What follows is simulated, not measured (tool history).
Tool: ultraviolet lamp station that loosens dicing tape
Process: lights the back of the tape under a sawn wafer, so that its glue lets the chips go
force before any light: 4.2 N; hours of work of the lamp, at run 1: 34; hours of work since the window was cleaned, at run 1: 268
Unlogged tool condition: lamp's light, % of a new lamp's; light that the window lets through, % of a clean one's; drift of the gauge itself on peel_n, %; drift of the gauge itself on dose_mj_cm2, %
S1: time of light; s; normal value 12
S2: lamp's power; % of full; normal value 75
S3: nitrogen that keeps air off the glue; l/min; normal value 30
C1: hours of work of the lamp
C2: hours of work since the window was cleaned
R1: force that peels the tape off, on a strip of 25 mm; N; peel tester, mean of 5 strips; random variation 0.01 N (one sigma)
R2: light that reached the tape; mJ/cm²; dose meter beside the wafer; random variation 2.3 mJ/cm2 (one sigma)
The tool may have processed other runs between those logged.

run 1 day=0 | S1=12 S2=75 S3=30 | C1=34 C2=268 | R1=0.558 R2=206
run 2 day=3.188 | S1=12 S2=75 S3=30 | C1=75 C2=308 | R1=0.554 R2=197
run 3 day=5.629 | S1=12 S2=75 S3=30 | C1=106 C2=339 | R1=0.594 R2=192
run 4 day=8.317 | S1=12 S2=75 S3=30 | C1=140 C2=373 | R1=0.607 R2=186
run 5 day=10.704 | S1=12 S2=75 S3=30 | C1=170 C2=404 | R1=0.608 R2=181
-- day=12.233 window cleaned of glue's vapour
run 6 day=12.771 | S1=12 S2=75 S3=30 | C1=196 C2=7 | R1=0.466 R2=218
run 7 day=14.271 | S1=12 S2=75 S3=30 | C1=215 C2=26 | R1=0.48 R2=218
run 8 day=16.692 | S1=12 S2=75 S3=30 | C1=246 C2=57 | R1=0.503 R2=207
run 9 day=18.45 | S1=12 S2=75 S3=30 | C1=268 C2=79 | R1=0.518 R2=210
run 10 day=21.254 | S1=12 S2=75 S3=30 | C1=303 C2=114 | R1=0.519 R2=209
run 11 day=23.421 | S1=12 S2=84 S3=30 | C1=331 C2=142 | R1=0.446 R2=229
run 12 day=26.317 | S1=12 S2=84 S3=30 | C1=368 C2=179 | R1=0.483 R2=223
run 13 day=27.992 | S1=12 S2=84 S3=30 | C1=389 C2=200 | R1=0.491 R2=216
run 14 day=30.308 | S1=12 S2=75 S3=30 | C1=418 C2=229 | R1=0.572 R2=192
run 15 day=32.938 | S1=12 S2=69 S3=30 | C1=452 C2=263 | R1=0.673 R2=179
run 16 day=35.829 | S1=12 S2=69 S3=30 | C1=488 C2=299 | R1=0.717 R2=169
run 17 day=37.625 | S1=12 S2=69 S3=30 | C1=511 C2=322 | R1=0.736 R2=170
run 18 day=40.442 | S1=7 S2=64 S3=30 | C1=547 C2=358 | R1=1.496 R2=87
run 19 day=42.275 | S1=6 S2=69 S3=30 | C1=570 C2=381 | R1=1.624 R2=80
run 20 day=45.192 | S1=7 S2=81 S3=10 | C1=607 C2=418 | R1=1.887 R2=110
-- day=45.392 window cleaned of glue's vapour
run 21 day=48.246 | S1=7 S2=81 S3=10 | C1=645 C2=36 | R1=1.654 R2=125
run 22 day=51.6 | S1=15 S2=77 S3=10 | C1=688 C2=79 | R1=0.739 R2=245
run 23 day=54.367 | S1=15 S2=77 S3=10 | C1=723 C2=114 | R1=0.81 R2=241

Run 24 has not been measured yet. What should we expect?
run 24 day=55.754 | S1=8 S2=80 S3=26 | C1=741 C2=131 | R1=? R2=?

Run 24 yielded R1 1.019 N, R2 133 mJ/cm².
On a tool with no hidden condition, and with the same random variation, this run would have come out at R1 0.76 N, R2 166 mJ/cm².
